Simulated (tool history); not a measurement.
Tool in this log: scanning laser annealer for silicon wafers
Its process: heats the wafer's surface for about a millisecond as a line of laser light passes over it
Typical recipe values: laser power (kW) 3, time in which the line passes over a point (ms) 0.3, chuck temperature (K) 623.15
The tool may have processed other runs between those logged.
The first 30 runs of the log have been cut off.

run    hour  laser power (kW)  time in which the line passes over a point (ms)  chuck temperature (K)  hours of work since the window was cleaned  hours of work since the power meter was calibrated  hours of work since the optics were aligned  highest temperature of the surface (K)
 31   994.1             2.588                                            0.323                 660.15                                         174                                                 879                                          879                                 1394.15
 32  1031.5              3.22                                            0.373                 610.15                                         195                                                 900                                          900                                 1607.15
 33  1075.9              3.22                                            0.373                 610.15                                         219                                                 924                                          924                                 1602.15
 34  1111.3                 3                                            0.249                 611.15                                         239                                                 944                                          944                                 1338.15
 35  1156.4                 3                                            0.222                 642.15                                         264                                                 969                                          969                                 1317.15
 36  1196.3                 3                                            0.222                 642.15                                         286                                                 990                                          990                                 1313.15
 37  1217.6                 3                                            0.233                 623.15                                         297                                                1002                                         1002                                 1312.15
 38  1251.8                 3                                            0.258                 592.15                                         316                                                1021                                         1021                                 1321.15
 39  1290.2             2.645                                            0.305                 592.15                                         337                                                1042                                         1042                                 1302.15
 40  1336.3             2.809                                            0.264                 594.15                                         363                                                1068                                         1068                                 1285.15

4 ways to go on from here, each from the tool as it stands after run 40. What would each give?
     1373.7  -- optics aligned, line set to its width
  A  1387.6             2.609                                            0.368                 586.15                                         388                                                1093                                            8                                       ?
     1373.7  -- optics aligned, line set to its width
  B  1387.6             2.554                                            0.264                 594.15                                         388                                                1093                                            8                                       ?
     1373.7  -- optics aligned, line set to its width
  C  1387.6             3.152                                            0.264                 660.15                                         388                                                1093                                            8                                       ?
     1373.7  -- optics aligned, line set to its width
  D  1387.6             2.809                                            0.323                 594.15                                         388                                                1093                                            8                                       ?

run  highest temperature of the surface (K)
  A                                 1371.15
  B                                 1226.15
  C                                 1446.15
  D                                 1380.15
Had the tool no hidden state, the same runs would have come out as:
run  highest temperature of the surface (K)
  A                                 1412.15
  B                                 1258.15
  C                                 1487.15
  D                                 1421.15
